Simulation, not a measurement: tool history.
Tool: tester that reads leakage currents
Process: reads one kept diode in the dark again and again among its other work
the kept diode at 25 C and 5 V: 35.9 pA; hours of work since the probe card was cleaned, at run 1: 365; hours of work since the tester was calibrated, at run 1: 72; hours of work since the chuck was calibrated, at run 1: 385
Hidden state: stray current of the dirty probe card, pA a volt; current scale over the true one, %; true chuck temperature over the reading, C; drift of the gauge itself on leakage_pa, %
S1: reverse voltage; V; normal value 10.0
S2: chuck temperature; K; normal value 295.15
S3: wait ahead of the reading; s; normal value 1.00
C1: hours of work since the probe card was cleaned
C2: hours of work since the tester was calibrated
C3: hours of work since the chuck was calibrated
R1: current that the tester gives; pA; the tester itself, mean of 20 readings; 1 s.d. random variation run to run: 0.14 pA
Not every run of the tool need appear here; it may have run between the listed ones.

run 1 day=0.000 | S1=10.0 S2=295.15 S3=1.00 | C1=365 C2=72 C3=385 | R1=47.39
run 2 day=0.725 | S1=10.0 S2=295.15 S3=0.73 | C1=374 C2=81 C3=394 | R1=48.37
run 3 day=1.238 | S1=1.2 S2=295.15 S3=0.73 | C1=380 C2=87 C3=401 | R1=14.57
run 4 day=2.221 | S1=1.1 S2=295.15 S3=1.00 | C1=393 C2=100 C3=413 | R1=13.67
run 5 day=3.167 | S1=1.1 S2=295.15 S3=1.00 | C1=405 C2=111 C3=425 | R1=13.69
run 6 day=3.946 | S1=1.1 S2=295.15 S3=1.00 | C1=414 C2=121 C3=435 | R1=13.71
run 7 day=5.171 | S1=1.1 S2=295.15 S3=1.00 | C1=430 C2=137 C3=450 | R1=13.97
run 8 day=6.217 | S1=1.1 S2=295.15 S3=1.00 | C1=443 C2=150 C3=463 | R1=13.88
run 9 day=7.317 | S1=1.1 S2=295.15 S3=1.00 | C1=457 C2=163 C3=477 | R1=13.99
run 10 day=8.067 | S1=1.1 S2=295.15 S3=1.00 | C1=466 C2=173 C3=486 | R1=13.90
run 11 day=9.025 | S1=15.8 S2=295.15 S3=0.45 | C1=478 C2=185 C3=498 | R1=66.78
run 12 day=9.871 | S1=1.1 S2=307.15 S3=9.32 | C1=489 C2=195 C3=509 | R1=33.18
run 13 day=10.583 | S1=10.0 S2=298.15 S3=2.41 | C1=498 C2=204 C3=518 | R1=59.13
run 14 day=11.158 | S1=2.1 S2=294.15 S3=1.03 | C1=505 C2=212 C3=525 | R1=18.71
run 15 day=12.242 | S1=2.1 S2=294.15 S3=1.03 | C1=518 C2=225 C3=538 | R1=18.62
run 16 day=12.858 | S1=10.0 S2=295.15 S3=0.30 | C1=526 C2=233 C3=546 | R1=53.10
run 17 day=13.900 | S1=3.6 S2=295.15 S3=0.30 | C1=539 C2=246 C3=559 | R1=29.03
run 18 day=14.425 | S1=10.0 S2=293.15 S3=6.45 | C1=546 C2=252 C3=566 | R1=41.39

How would selected steps in R1 from run to run divide? Give the signed amount a tool lacking its hidden state would still show from settings, what came in and random variation, and the signed amount left for the hidden state, including any gauge scatter that is not in both of the compared results.
Run 10 -> 11: S1 1.1 -> 15.8, S3 1.00 -> 0.45. R1 +52.88 pA: hidden state +5.49, all else +47.39.

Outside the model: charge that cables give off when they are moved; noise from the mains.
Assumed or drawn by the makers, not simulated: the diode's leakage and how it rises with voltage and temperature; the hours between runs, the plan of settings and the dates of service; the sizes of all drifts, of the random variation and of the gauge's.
